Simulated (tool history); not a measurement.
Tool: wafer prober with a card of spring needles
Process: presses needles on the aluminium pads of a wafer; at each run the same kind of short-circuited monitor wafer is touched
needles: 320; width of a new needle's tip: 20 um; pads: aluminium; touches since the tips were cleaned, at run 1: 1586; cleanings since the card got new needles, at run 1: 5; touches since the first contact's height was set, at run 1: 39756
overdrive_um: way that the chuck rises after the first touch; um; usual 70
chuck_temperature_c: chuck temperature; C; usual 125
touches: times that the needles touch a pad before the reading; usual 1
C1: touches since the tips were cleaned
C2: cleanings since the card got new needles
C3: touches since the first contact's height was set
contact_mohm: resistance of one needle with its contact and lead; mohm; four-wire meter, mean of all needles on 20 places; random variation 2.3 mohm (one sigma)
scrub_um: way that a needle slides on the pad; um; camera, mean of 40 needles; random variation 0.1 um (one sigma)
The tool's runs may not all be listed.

Run 1, day 0.000: usual settings; C1 1586; C2 5; C3 39756. Result: contact_mohm 294 mohm, scrub_um 18.27 um.
Run 2, day 0.508: usual settings; C1 3532; C2 5; C3 41702. Result: contact_mohm 308 mohm, scrub_um 18.47 um.
Run 3, day 0.988: usual settings; C1 5370; C2 5; C3 43540. Result: contact_mohm 314 mohm, scrub_um 18.26 um.
At day 1.538: tips cleaned on abrasive film.
Run 4, day 1.692: usual settings; C1 591; C2 6; C3 46219. Result: contact_mohm 354 mohm, scrub_um 18.22 um.
Run 5, day 2.408: usual settings but touches 3; C1 3321; C2 6; C3 48949. Result: contact_mohm 292 mohm, scrub_um 18.23 um.
Run 6, day 3.312: usual settings but overdrive_um 74 um; C1 6785; C2 6; C3 52413. Result: contact_mohm 332 mohm, scrub_um 19.26 um.
At day 3.408: tips cleaned on abrasive film, once more.
Run 7, day 3.988: usual settings; C1 2227; C2 7; C3 54987. Result: contact_mohm 294 mohm, scrub_um 18.17 um.
Run 8, day 4.375: usual settings; C1 3699; C2 7; C3 56459. Result: contact_mohm 307 mohm, scrub_um 18.22 um.
Run 9, day 4.867: usual settings; C1 5591; C2 7; C3 58351. Result: contact_mohm 316 mohm, scrub_um 18.45 um.
At day 5.367: tips cleaned on abrasive film.
Run 10, day 5.454: usual settings; C1 337; C2 8; C3 60577. Result: contact_mohm 274 mohm, scrub_um 18.13 um.
Run 11, day 5.912: usual settings; C1 2088; C2 8; C3 62328. Result: contact_mohm 291 mohm, scrub_um 18.25 um.
Run 12, day 6.325: usual settings; C1 3674; C2 8; C3 63914. Result: contact_mohm 306 mohm, scrub_um 18.13 um.
Run 13, day 6.796: usual settings but overdrive_um 81 um, chuck_temperature_c 59 C; C1 5464; C2 8; C3 65704. Result: contact_mohm 288 mohm, scrub_um 21.12 um.
At day 7.338: tips cleaned on abrasive film.
Run 14, day 7.342: usual settings but overdrive_um 81 um, chuck_temperature_c 59 C; C1 11; C2 9; C3 67779. Result: contact_mohm 241 mohm, scrub_um 21.22 um.
Run 15, day 8.029: usual settings but overdrive_um 81 um, chuck_temperature_c 59 C; C1 2638; C2 9; C3 70406. Result: contact_mohm 274 mohm, scrub_um 20.85 um.
Run 16, day 8.488: usual settings but overdrive_um 65 um, chuck_temperature_c 29 C, touches 3; C1 4398; C2 9; C3 72166. Result: contact_mohm 260 mohm, scrub_um 16.86 um.
Run 17, day 9.083: usual settings but overdrive_um 67 um; C1 6673; C2 9; C3 74441. Result: contact_mohm 325 mohm, scrub_um 17.58 um.
At day 9.325: tips cleaned on abrasive film.
Run 18, day 9.658: usual settings but chuck_temperature_c 121 C, touches 3; C1 1280; C2 10; C3 76626. Result: contact_mohm 272 mohm, scrub_um 18.26 um.
Run 19, day 10.517: usual settings but overdrive_um 80 um, chuck_temperature_c 88 C; C1 4566; C2 10; C3 79912. Result: contact_mohm 292 mohm, scrub_um 20.61 um.
Run 20, day 11.225: usual settings but overdrive_um 84 um, chuck_temperature_c 55 C; C1 7271; C2 10; C3 82617. Result: contact_mohm 290 mohm, scrub_um 21.78 um.
At day 11.283: tips cleaned on abrasive film.
Run 21, day 11.725: usual settings but overdrive_um 86 um, chuck_temperature_c 45 C, touches 2; C1 1690; C2 11; C3 84512. Result: contact_mohm 256 mohm, scrub_um 22.34 um.
Run 22, day 12.396: usual settings but overdrive_um 71 um, chuck_temperature_c 87 C; C1 4260; C2 11; C3 87082. Result: contact_mohm 303 mohm, scrub_um 18.53 um.
Run 23, day 13.096: usual settings but overdrive_um 71 um, chuck_temperature_c 98 C, touches 3; C1 6939; C2 11; C3 89761. Result: contact_mohm 279 mohm, scrub_um 18.40 um.

Forecast each of these 4 alternatives for the next run:
At day 13.267: tips cleaned on abrasive film.
Run A, day 14.004: usual settings but overdrive_um 69 um, chuck_temperature_c 110 C; C1 2812; C2 12; C3 93222. Result: contact_mohm ?, scrub_um ?.
At day 13.267: tips cleaned on abrasive film.
Run B, day 14.004: usual settings but overdrive_um 56 um; C1 2812; C2 12; C3 93222. Result: contact_mohm ?, scrub_um ?.
At day 13.267: tips cleaned on abrasive film.
Run C, day 14.004: usual settings but overdrive_um 71 um, chuck_temperature_c 84 C, touches 3; C1 2812; C2 12; C3 93222. Result: contact_mohm ?, scrub_um ?.
At day 13.267: tips cleaned on abrasive film.
Run D, day 14.004: usual settings but overdrive_um 72 um, chuck_temperature_c 33 C; C1 2812; C2 12; C3 93222. Result: contact_mohm ?, scrub_um ?.

run  contact_mohm  scrub_um
  A           293     17.85
  B           320     14.50
  C           268     18.33
  D           278     18.69
Without the tool's hidden state the same runs would have given:
run  contact_mohm  scrub_um
  A           253     18.20
  B           264     14.84
  C           253     18.68
  D           235     19.04

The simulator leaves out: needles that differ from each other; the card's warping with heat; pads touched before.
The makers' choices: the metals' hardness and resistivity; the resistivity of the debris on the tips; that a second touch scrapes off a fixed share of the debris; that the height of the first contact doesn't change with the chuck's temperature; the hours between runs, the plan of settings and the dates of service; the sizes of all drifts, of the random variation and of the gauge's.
